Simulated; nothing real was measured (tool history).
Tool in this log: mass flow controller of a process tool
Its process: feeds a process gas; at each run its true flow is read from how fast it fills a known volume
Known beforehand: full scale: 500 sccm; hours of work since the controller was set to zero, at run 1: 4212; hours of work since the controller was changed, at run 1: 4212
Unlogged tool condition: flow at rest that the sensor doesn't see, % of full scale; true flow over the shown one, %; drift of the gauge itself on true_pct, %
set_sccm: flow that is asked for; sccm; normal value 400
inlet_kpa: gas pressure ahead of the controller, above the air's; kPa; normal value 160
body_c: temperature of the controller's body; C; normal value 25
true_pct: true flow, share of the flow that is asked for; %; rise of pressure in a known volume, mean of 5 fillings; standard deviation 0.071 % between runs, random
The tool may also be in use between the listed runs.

| run | day | set_sccm | inlet_kpa | body_c | hours of work since the controller was set to zero | hours of work since the controller was changed | true_pct |
|---|---|---|---|---|---|---|---|
| 1 | 0.000 | 400 | 160 | 25 | 4212 | 4212 | 99.45 |
| 2 | 11.454 | 400 | 146 | 25 | 4384 | 4384 | 99.36 |
| 3 | 16.975 | 400 | 146 | 25 | 4467 | 4467 | 99.21 |
| 4 | 27.358 | 400 | 146 | 25 | 4623 | 4623 | 99.02 |
| 5 | 35.117 | 400 | 160 | 37 | 4740 | 4740 | 97.66 |
|  | 40.846 | controller's zero set anew |
| 6 | 46.546 | 400 | 144 | 37 | 86 | 4912 | 97.26 |
| 7 | 52.771 | 400 | 160 | 25 | 180 | 5006 | 98.60 |
| 8 | 64.725 | 400 | 160 | 25 | 359 | 5186 | 98.47 |
| 9 | 72.738 | 400 | 163 | 25 | 480 | 5306 | 98.32 |
| 10 | 79.342 | 400 | 222 | 25 | 579 | 5406 | 98.35 |
| 11 | 89.929 | 400 | 222 | 25 | 739 | 5565 | 98.20 |
| 12 | 97.388 | 400 | 222 | 25 | 851 | 5677 | 98.02 |
| 13 | 106.317 | 400 | 160 | 36 | 985 | 5812 | 96.63 |
| 14 | 119.492 | 400 | 160 | 36 | 1184 | 6010 | 96.30 |
| 15 | 126.862 | 400 | 160 | 36 | 1295 | 6121 | 96.33 |
|  | 129.692 | gauge calibrated |
| 16 | 138.225 | 400 | 160 | 36 | 1466 | 6292 | 98.25 |
| 17 | 145.692 | 493 | 160 | 35 | 1578 | 6404 | 98.44 |
| 18 | 156.221 | 493 | 160 | 35 | 1737 | 6563 | 98.42 |
| 19 | 166.825 | 128 | 177 | 25 | 1896 | 6722 | 97.53 |
| 20 | 179.712 | 400 | 160 | 25 | 2090 | 6916 | 98.62 |
| 21 | 186.225 | 457 | 162 | 21 | 2188 | 7014 | 99.38 |
| 22 | 197.238 | 76 | 191 | 20 | 2354 | 7180 | 97.57 |
| 23 | 205.688 | 76 | 191 | 20 | 2481 | 7307 | 97.31 |
| 24 | 218.833 | 103 | 191 | 20 | 2679 | 7505 | 97.13 |
| 25 | 225.012 | 110 | 229 | 25 | 2772 | 7598 | 96.73 |
| 26 | 232.196 | 110 | 239 | 25 | 2880 | 7706 | 96.60 |
| 27 | 244.104 | 103 | 160 | 26 | 3059 | 7886 | 96.16 |
| 28 | 252.433 | 172 | 160 | 35 | 3185 | 8011 | 95.27 |
| 29 | 263.188 | 54 | 151 | 21 | 3347 | 8173 | 96.17 |
| 30 | 272.558 | 400 | 194 | 29 | 3488 | 8314 | 96.83 |

Branching from run 30: 4 alternative next runs. What would each branch give?
|  | 273.304 | controller exchanged for a calibrated one |
| A | 281.392 | 400 | 174 | 23 | 122 | 122 | ? |
|  | 273.304 | controller exchanged for a calibrated one |
| B | 281.392 | 400 | 160 | 40 | 122 | 122 | ? |
|  | 273.304 | controller exchanged for a calibrated one |
| C | 281.392 | 94 | 194 | 31 | 122 | 122 | ? |
|  | 273.304 | controller exchanged for a calibrated one |
| D | 281.392 | 400 | 217 | 25 | 122 | 122 | ? |

| run | true_pct |
|---|---|
| A | 97.41 |
| B | 95.60 |
| C | 95.09 |
| D | 97.23 |
Stripped of hidden state, with their random variation kept, the same runs would have yielded:
| run | true_pct |
|---|---|
| A | 99.73 |
| B | 97.87 |
| C | 97.35 |
| D | 99.55 |
